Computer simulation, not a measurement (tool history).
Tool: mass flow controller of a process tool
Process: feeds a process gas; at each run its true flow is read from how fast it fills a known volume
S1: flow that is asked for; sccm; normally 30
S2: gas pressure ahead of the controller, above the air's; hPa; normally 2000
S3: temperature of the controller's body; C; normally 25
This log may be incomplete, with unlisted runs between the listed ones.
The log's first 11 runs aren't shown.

{"hour": 4260.3, "done": "controller exchanged for a calibrated one"}
{"run": 12, "hour": 4742.0, "S1": 13, "S2": 2000, "S3": 36, "true flow (%)": 99.13}
{"run": 13, "hour": 5236.0, "S1": 13, "S2": 2000, "S3": 36, "true flow (%)": 99.22}
{"run": 14, "hour": 5505.1, "S1": 13, "S2": 2000, "S3": 36, "true flow (%)": 99.31}
{"run": 15, "hour": 6006.2, "S1": 30, "S2": 2000, "S3": 25, "true flow (%)": 101.06}
{"run": 16, "hour": 6370.4, "S1": 30, "S2": 2000, "S3": 25, "true flow (%)": 101.13}
{"run": 17, "hour": 6840.1, "S1": 30, "S2": 2000, "S3": 25, "true flow (%)": 101.3}
{"run": 18, "hour": 7159.8, "S1": 30, "S2": 2000, "S3": 25, "true flow (%)": 101.4}
{"run": 19, "hour": 7480.4, "S1": 30, "S2": 2000, "S3": 25, "true flow (%)": 101.41}
{"run": 20, "hour": 7757.5, "S1": 30, "S2": 2000, "S3": 25, "true flow (%)": 101.49}
{"hour": 7796.8, "done": "gauge calibrated"}
{"run": 21, "hour": 8152.3, "S1": 30, "S2": 2000, "S3": 25, "true flow (%)": 99.53}
{"run": 22, "hour": 8489.9, "S1": 27, "S2": 2000, "S3": 25, "true flow (%)": 99.62}
{"run": 23, "hour": 8732.9, "S1": 30, "S2": 2000, "S3": 24, "true flow (%)": 99.89}
{"run": 24, "hour": 9286.5, "S1": 30, "S2": 2000, "S3": 24, "true flow (%)": 99.99}
{"run": 25, "hour": 9738.4, "S1": 30, "S2": 2000, "S3": 36, "true flow (%)": 98.87}
{"run": 26, "hour": 10098.1, "S1": 30, "S2": 1540, "S3": 36, "true flow (%)": 98.58}
{"run": 27, "hour": 10376.3, "S1": 30, "S2": 1540, "S3": 36, "true flow (%)": 98.67}
{"run": 28, "hour": 10922.9, "S1": 30, "S2": 1540, "S3": 36, "true flow (%)": 98.8}
{"run": 29, "hour": 11288.9, "S1": 30, "S2": 2610, "S3": 25, "true flow (%)": 100.79}
{"run": 30, "hour": 11520.3, "S1": 30, "S2": 2300, "S3": 22, "true flow (%)": 101}
{"run": 31, "hour": 11990.3, "S1": 30, "S2": 2300, "S3": 22, "true flow (%)": 101.13}
{"run": 32, "hour": 12245.5, "S1": 26, "S2": 2460, "S3": 25, "true flow (%)": 100.85}
{"run": 33, "hour": 12542.3, "S1": 5, "S2": 2000, "S3": 25, "true flow (%)": 100.07}
{"run": 34, "hour": 12821.6, "S1": 30, "S2": 2000, "S3": 25, "true flow (%)": 100.82}
{"run": 35, "hour": 13050.7, "S1": 30, "S2": 2000, "S3": 25, "true flow (%)": 100.83}
{"run": 36, "hour": 13450.0, "S1": 43, "S2": 2000, "S3": 25, "true flow (%)": 101.29}

Expected results for the next run?
{"run": 37, "hour": 13969.7, "S1": 27, "S2": 2730, "S3": 25, "true flow (%)": "?"}

true flow (%): 101.49
Minus the tool's unlogged condition, the same run would have read true flow (%) 99.91.
